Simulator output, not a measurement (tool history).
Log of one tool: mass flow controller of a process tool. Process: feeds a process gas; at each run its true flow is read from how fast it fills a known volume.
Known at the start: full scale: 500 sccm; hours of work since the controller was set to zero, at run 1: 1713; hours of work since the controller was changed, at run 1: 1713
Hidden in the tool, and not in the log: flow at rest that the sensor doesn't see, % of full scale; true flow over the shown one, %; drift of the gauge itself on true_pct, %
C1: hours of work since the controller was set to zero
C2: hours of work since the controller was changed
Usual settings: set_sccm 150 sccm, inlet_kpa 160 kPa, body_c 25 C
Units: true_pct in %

Run 1, hour 0.0: usual settings; C1 1713; C2 1713. Result: true_pct 99.51 %.
Run 2, hour 145.3: usual settings but inlet_kpa 238 kPa; C1 1769; C2 1769. Result: true_pct 98.98 %.
Run 3, hour 259.0: usual settings but set_sccm 141 sccm; C1 1813; C2 1813. Result: true_pct 99.57 %.
Run 4, hour 348.0: usual settings but set_sccm 141 sccm; C1 1848; C2 1848. Result: true_pct 99.52 %.
Run 5, hour 426.7: usual settings but set_sccm 141 sccm; C1 1878; C2 1878. Result: true_pct 99.39 %.
Run 6, hour 504.4: usual settings but set_sccm 141 sccm; C1 1909; C2 1909. Result: true_pct 99.46 %.
Run 7, hour 567.4: usual settings but set_sccm 141 sccm; C1 1933; C2 1933. Result: true_pct 99.45 %.
Run 8, hour 653.1: usual settings but set_sccm 141 sccm; C1 1966; C2 1966. Result: true_pct 99.52 %.
Run 9, hour 752.5: usual settings but set_sccm 141 sccm; C1 2005; C2 2005. Result: true_pct 99.64 %.
Run 10, hour 875.2: usual settings but set_sccm 60 sccm; C1 2053; C2 2053. Result: true_pct 100.47 %.
Run 11, hour 951.7: usual settings; C1 2082; C2 2082. Result: true_pct 99.73 %.
Run 12, hour 1092.6: usual settings; C1 2137; C2 2137. Result: true_pct 99.66 %.
Run 13, hour 1236.4: usual settings; C1 2193; C2 2193. Result: true_pct 99.66 %.
Run 14, hour 1299.8: usual settings but set_sccm 62 sccm; C1 2218; C2 2218. Result: true_pct 100.70 %.
Run 15, hour 1440.2: usual settings but set_sccm 56 sccm; C1 2272; C2 2272. Result: true_pct 101.09 %.
Run 16, hour 1529.6: usual settings; C1 2307; C2 2307. Result: true_pct 99.89 %.
Run 17, hour 1596.0: usual settings but inlet_kpa 245 kPa; C1 2333; C2 2333. Result: true_pct 99.36 %.
Run 18, hour 1666.0: usual settings but inlet_kpa 245 kPa; C1 2360; C2 2360. Result: true_pct 99.35 %.
Run 19, hour 1749.1: usual settings but set_sccm 60 sccm, inlet_kpa 245 kPa, body_c 38 C; C1 2392; C2 2392. Result: true_pct 99.64 %.
Run 20, hour 1886.6: usual settings but set_sccm 60 sccm, inlet_kpa 245 kPa, body_c 38 C; C1 2446; C2 2446. Result: true_pct 99.88 %.
Run 21, hour 1957.9: usual settings but inlet_kpa 180 kPa; C1 2473; C2 2473. Result: true_pct 99.84 %.
Run 22, hour 2040.0: usual settings but inlet_kpa 180 kPa; C1 2505; C2 2505. Result: true_pct 99.86 %.
Run 23, hour 2101.7: usual settings but set_sccm 72 sccm, inlet_kpa 259 kPa; C1 2529; C2 2529. Result: true_pct 100.27 %.
Run 24, hour 2245.5: usual settings but set_sccm 72 sccm, inlet_kpa 259 kPa; C1 2585; C2 2585. Result: true_pct 100.30 %.
At hour 2257.0: controller's zero set anew.
Run 25, hour 2345.9: usual settings but body_c 32 C; C1 35; C2 2624. Result: true_pct 100.28 %.
Run 26, hour 2457.9: usual settings but body_c 32 C; C1 78; C2 2667. Result: true_pct 100.20 %.
Run 27, hour 2544.4: usual settings but set_sccm 100 sccm, inlet_kpa 210 kPa, body_c 38 C; C1 112; C2 2701. Result: true_pct 100.26 %.
Run 28, hour 2618.2: usual settings but set_sccm 454 sccm, inlet_kpa 186 kPa, body_c 29 C; C1 140; C2 2730. Result: true_pct 100.84 %.
Run 29, hour 2748.9: usual settings but set_sccm 60 sccm, inlet_kpa 155 kPa; C1 191; C2 2780. Result: true_pct 103.13 %.
At hour 2759.7: controller's zero set anew, once more.
Run 30, hour 2887.8: usual settings but set_sccm 248 sccm, inlet_kpa 266 kPa; C1 50; C2 2834. Result: true_pct 98.99 %.
Run 31, hour 2976.2: usual settings but set_sccm 248 sccm, inlet_kpa 266 kPa; C1 84; C2 2868. Result: true_pct 99.07 %.
Run 32, hour 3100.1: usual settings but set_sccm 187 sccm, inlet_kpa 265 kPa, body_c 33 C; C1 132; C2 2916. Result: true_pct 98.38 %.
Run 33, hour 3235.5: usual settings but set_sccm 187 sccm, inlet_kpa 265 kPa, body_c 33 C; C1 185; C2 2969. Result: true_pct 98.36 %.
Run 34, hour 3352.7: usual settings but set_sccm 210 sccm, inlet_kpa 151 kPa; C1 230; C2 3015. Result: true_pct 99.73 %.
Run 35, hour 3498.4: usual settings but set_sccm 210 sccm, inlet_kpa 151 kPa; C1 287; C2 3071. Result: true_pct 99.74 %.
Run 36, hour 3626.2: usual settings but set_sccm 140 sccm, inlet_kpa 151 kPa, body_c 36 C; C1 337; C2 3121. Result: true_pct 98.83 %.

Some steps in true_pct between neighbouring runs. How much of each would the tool show without its hidden state too (settings, what came in, random variation), and how much is left for the hidden state, with any gauge scatter that isn't in both results?
Run 27 -> 28: set_sccm 100 -> 454, inlet_kpa 210 -> 186, body_c 38 -> 29. true_pct +0.58 %: hidden state -2.13, all else +2.71.
Run 28 -> 29: set_sccm 454 -> 60, inlet_kpa 186 -> 155, body_c 29 -> 25. true_pct +2.29 %: hidden state +4.06, all else -1.77.
Run 29 -> 30: set_sccm 60 -> 248, inlet_kpa 155 -> 266, controller's zero set anew, once more. true_pct -4.14 %: hidden state -4.43, all else +0.29.
Run 33 -> 34: set_sccm 187 -> 210, inlet_kpa 265 -> 151, body_c 33 -> 25. true_pct +1.37 %: hidden state +0.00, all else +1.37.
